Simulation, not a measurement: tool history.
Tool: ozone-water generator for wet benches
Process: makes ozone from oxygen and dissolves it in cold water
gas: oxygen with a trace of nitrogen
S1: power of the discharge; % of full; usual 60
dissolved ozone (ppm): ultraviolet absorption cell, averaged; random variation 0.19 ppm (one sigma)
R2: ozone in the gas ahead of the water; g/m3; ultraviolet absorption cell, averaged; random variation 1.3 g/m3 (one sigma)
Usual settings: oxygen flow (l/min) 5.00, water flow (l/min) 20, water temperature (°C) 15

run 1 hour=0.0 | S1=60 oxygen_flow_(l/min)=5.00 water_flow_(l/min)=20 water_temperature_(°C)=15 | dissolved_ozone_(ppm)=26.6 R2=248.9
run 2 hour=17.6 | S1=60 oxygen_flow_(l/min)=5.00 water_flow_(l/min)=20 water_temperature_(°C)=15 | dissolved_ozone_(ppm)=26.6 R2=244.9
run 3 hour=45.8 | S1=60 oxygen_flow_(l/min)=5.00 water_flow_(l/min)=20 water_temperature_(°C)=15 | dissolved_ozone_(ppm)=26.9 R2=249.4
run 4 hour=61.4 | S1=60 oxygen_flow_(l/min)=5.00 water_flow_(l/min)=20 water_temperature_(°C)=15 | dissolved_ozone_(ppm)=26.7 R2=248.4
run 5 hour=93.5 | S1=60 oxygen_flow_(l/min)=5.00 water_flow_(l/min)=30 water_temperature_(°C)=15 | dissolved_ozone_(ppm)=17.2 R2=250.2
run 6 hour=120.3 | S1=60 oxygen_flow_(l/min)=5.00 water_flow_(l/min)=30 water_temperature_(°C)=15 | dissolved_ozone_(ppm)=17.5 R2=249.4
run 7 hour=153.0 | S1=60 oxygen_flow_(l/min)=5.00 water_flow_(l/min)=20 water_temperature_(°C)=15 | dissolved_ozone_(ppm)=26.6 R2=246.5
run 8 hour=176.4 | S1=60 oxygen_flow_(l/min)=5.00 water_flow_(l/min)=20 water_temperature_(°C)=17 | dissolved_ozone_(ppm)=25.7 R2=248.7
run 9 hour=201.7 | S1=60 oxygen_flow_(l/min)=5.00 water_flow_(l/min)=20 water_temperature_(°C)=17 | dissolved_ozone_(ppm)=25.9 R2=248.1
run 10 hour=219.8 | S1=60 oxygen_flow_(l/min)=5.00 water_flow_(l/min)=20 water_temperature_(°C)=9 | dissolved_ozone_(ppm)=28.9 R2=245.8
run 11 hour=254.2 | S1=60 oxygen_flow_(l/min)=5.00 water_flow_(l/min)=20 water_temperature_(°C)=15 | dissolved_ozone_(ppm)=26.9 R2=246.9
run 12 hour=276.3 | S1=60 oxygen_flow_(l/min)=5.00 water_flow_(l/min)=20 water_temperature_(°C)=15 | dissolved_ozone_(ppm)=26.9 R2=246.5
run 13 hour=301.9 | S1=60 oxygen_flow_(l/min)=5.00 water_flow_(l/min)=20 water_temperature_(°C)=15 | dissolved_ozone_(ppm)=26.9 R2=245.1
run 14 hour=332.3 | S1=60 oxygen_flow_(l/min)=5.00 water_flow_(l/min)=20 water_temperature_(°C)=15 | dissolved_ozone_(ppm)=26.6 R2=244.8
run 15 hour=355.8 | S1=60 oxygen_flow_(l/min)=5.00 water_flow_(l/min)=20 water_temperature_(°C)=15 | dissolved_ozone_(ppm)=26.7 R2=245.6
run 16 hour=371.2 | S1=60 oxygen_flow_(l/min)=5.00 water_flow_(l/min)=20 water_temperature_(°C)=15 | dissolved_ozone_(ppm)=26.9 R2=244.8
run 17 hour=405.7 | S1=60 oxygen_flow_(l/min)=5.00 water_flow_(l/min)=20 water_temperature_(°C)=15 | dissolved_ozone_(ppm)=26.6 R2=245.2
run 18 hour=441.5 | S1=41 oxygen_flow_(l/min)=4.18 water_flow_(l/min)=25 water_temperature_(°C)=7 | dissolved_ozone_(ppm)=18.3 R2=217.5
run 19 hour=456.4 | S1=60 oxygen_flow_(l/min)=6.59 water_flow_(l/min)=13 water_temperature_(°C)=15 | dissolved_ozone_(ppm)=38.5 R2=214.4
run 20 hour=476.4 | S1=60 oxygen_flow_(l/min)=5.00 water_flow_(l/min)=19 water_temperature_(°C)=15 | dissolved_ozone_(ppm)=28.1 R2=245.9
run 21 hour=500.0 | S1=91 oxygen_flow_(l/min)=7.33 water_flow_(l/min)=27 water_temperature_(°C)=7 | dissolved_ozone_(ppm)=28.7 R2=257.1
run 22 hour=533.6 | S1=91 oxygen_flow_(l/min)=7.33 water_flow_(l/min)=27 water_temperature_(°C)=7 | dissolved_ozone_(ppm)=28.6 R2=255.4
run 23 hour=553.9 | S1=91 oxygen_flow_(l/min)=7.33 water_flow_(l/min)=27 water_temperature_(°C)=7 | dissolved_ozone_(ppm)=28.7 R2=254.1
run 24 hour=584.6 | S1=53 oxygen_flow_(l/min)=3.58 water_flow_(l/min)=23 water_temperature_(°C)=8 | dissolved_ozone_(ppm)=21.7 R2=264.9
run 25 hour=603.2 | S1=53 oxygen_flow_(l/min)=3.58 water_flow_(l/min)=23 water_temperature_(°C)=8 | dissolved_ozone_(ppm)=21.6 R2=265.0
run 26 hour=629.9 | S1=53 oxygen_flow_(l/min)=3.58 water_flow_(l/min)=23 water_temperature_(°C)=8 | dissolved_ozone_(ppm)=21.9 R2=263.6
run 27 hour=648.1 | S1=53 oxygen_flow_(l/min)=3.58 water_flow_(l/min)=23 water_temperature_(°C)=8 | dissolved_ozone_(ppm)=21.9 R2=264.1
run 28 hour=673.8 | S1=44 oxygen_flow_(l/min)=5.00 water_flow_(l/min)=24 water_temperature_(°C)=15 | dissolved_ozone_(ppm)=18.9 R2=205.7
-- hour=685.8 gauge calibrated
run 29 hour=694.9 | S1=58 oxygen_flow_(l/min)=5.00 water_flow_(l/min)=19 water_temperature_(°C)=15 | dissolved_ozone_(ppm)=27.8 R2=247.4
run 30 hour=717.6 | S1=42 oxygen_flow_(l/min)=5.00 water_flow_(l/min)=23 water_temperature_(°C)=15 | dissolved_ozone_(ppm)=19.2 R2=204.4
run 31 hour=733.2 | S1=42 oxygen_flow_(l/min)=5.00 water_flow_(l/min)=23 water_temperature_(°C)=15 | dissolved_ozone_(ppm)=19.4 R2=204.7
run 32 hour=752.3 | S1=60 oxygen_flow_(l/min)=4.35 water_flow_(l/min)=20 water_temperature_(°C)=15 | dissolved_ozone_(ppm)=26.0 R2=263.5
run 33 hour=787.7 | S1=54 oxygen_flow_(l/min)=7.34 water_flow_(l/min)=30 water_temperature_(°C)=17 | dissolved_ozone_(ppm)=16.8 R2=196.0

Forecast each of these 3 alternatives for the next run:
run A hour=811.3 | S1=60 oxygen_flow_(l/min)=7.28 water_flow_(l/min)=20 water_temperature_(°C)=15 | dissolved_ozone_(ppm)=? R2=?
run B hour=811.3 | S1=47 oxygen_flow_(l/min)=5.84 water_flow_(l/min)=20 water_temperature_(°C)=19 | dissolved_ozone_(ppm)=? R2=?
run C hour=811.3 | S1=95 oxygen_flow_(l/min)=7.34 water_flow_(l/min)=30 water_temperature_(°C)=17 | dissolved_ozone_(ppm)=? R2=?

run=A dissolved_ozone_(ppm)=27.7 R2=208.4
run=B dissolved_ozone_(ppm)=22.7 R2=203.6
run=C dissolved_ozone_(ppm)=23.4 R2=265.3
Without the tool's hidden state the same runs would have given:
run=A dissolved_ozone_(ppm)=27.7 R2=209.5
run=B dissolved_ozone_(ppm)=22.7 R2=204.7
run=C dissolved_ozone_(ppm)=23.5 R2=266.7
